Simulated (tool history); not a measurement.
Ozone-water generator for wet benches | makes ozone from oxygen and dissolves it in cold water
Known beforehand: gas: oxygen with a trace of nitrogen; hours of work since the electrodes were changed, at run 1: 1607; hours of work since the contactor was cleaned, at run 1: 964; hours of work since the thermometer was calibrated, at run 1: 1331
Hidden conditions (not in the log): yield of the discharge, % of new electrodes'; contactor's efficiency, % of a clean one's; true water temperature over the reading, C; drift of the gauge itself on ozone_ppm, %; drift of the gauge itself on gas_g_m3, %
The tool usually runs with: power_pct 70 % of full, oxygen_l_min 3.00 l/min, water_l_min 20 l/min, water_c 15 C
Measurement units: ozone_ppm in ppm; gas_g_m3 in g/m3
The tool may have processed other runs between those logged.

run	hour	power_pct	oxygen_l_min	water_l_min	water_c	hours of work since the electrodes were changed	hours of work since the contactor was cleaned	hours of work since the thermometer was calibrated	ozone_ppm	gas_g_m3
1	0.0	70	3.00	20	15	1607	964	1331	20.0	230.7
2	84.0	70	3.00	20	16	1689	1046	1413	19.5	229.3
3	156.9	70	3.20	20	15	1760	1117	1484	20.3	221.0
4	247.0	70	3.00	20	15	1848	1205	1572	19.7	226.2
5	299.1	70	3.00	20	15	1898	1256	1623	19.6	227.7
6	348.2	70	3.00	20	15	1946	1304	1671	19.6	224.9
7	445.1	70	3.00	20	15	2041	1398	1765	19.2	223.9
8	514.6	70	3.00	20	15	2109	1466	1833	19.3	223.0
9	590.2	70	3.00	20	15	2182	1539	1906	19.1	222.5
# hour 599.5: contactor cleaned
10	641.8	62	5.03	13	20	2229	41	1953	24.3	163.8
11	713.9	95	3.00	20	8	2299	111	2023	25.2	274.8
12	802.3	62	3.00	21	15	2385	198	2109	16.7	201.7
# hour 871.1: contactor cleaned, once more
13	891.5	62	3.00	21	15	2468	20	2192	16.9	202.7
14	967.7	98	3.07	18	8	2542	94	2267	27.9	272.9
15	1056.1	70	3.00	20	9	2628	180	2353	20.0	217.0

Consider 5 possible next runs. They are alternatives, not a sequence: every one starts from the tool as it was left by run 15. What does each give?
A	1106.2	41	3.93	20	13	2677	229	2401	?	?
B	1106.2	71	1.75	20	10	2677	229	2401	?	?
C	1106.2	70	3.95	15	11	2677	229	2401	?	?
D	1106.2	66	2.05	19	15	2677	229	2401	?	?
E	1106.2	51	3.00	20	8	2677	229	2401	?	?

run	ozone_ppm	gas_g_m3
A	14.5	134.5
B	16.5	272.6
C	26.5	192.6
D	17.0	244.0
E	16.2	174.4
With no hidden state in the tool, these same runs would have given:
run	ozone_ppm	gas_g_m3
A	16.0	146.8
B	19.3	315.6
C	30.9	222.6
D	19.7	280.3
E	18.2	194.8
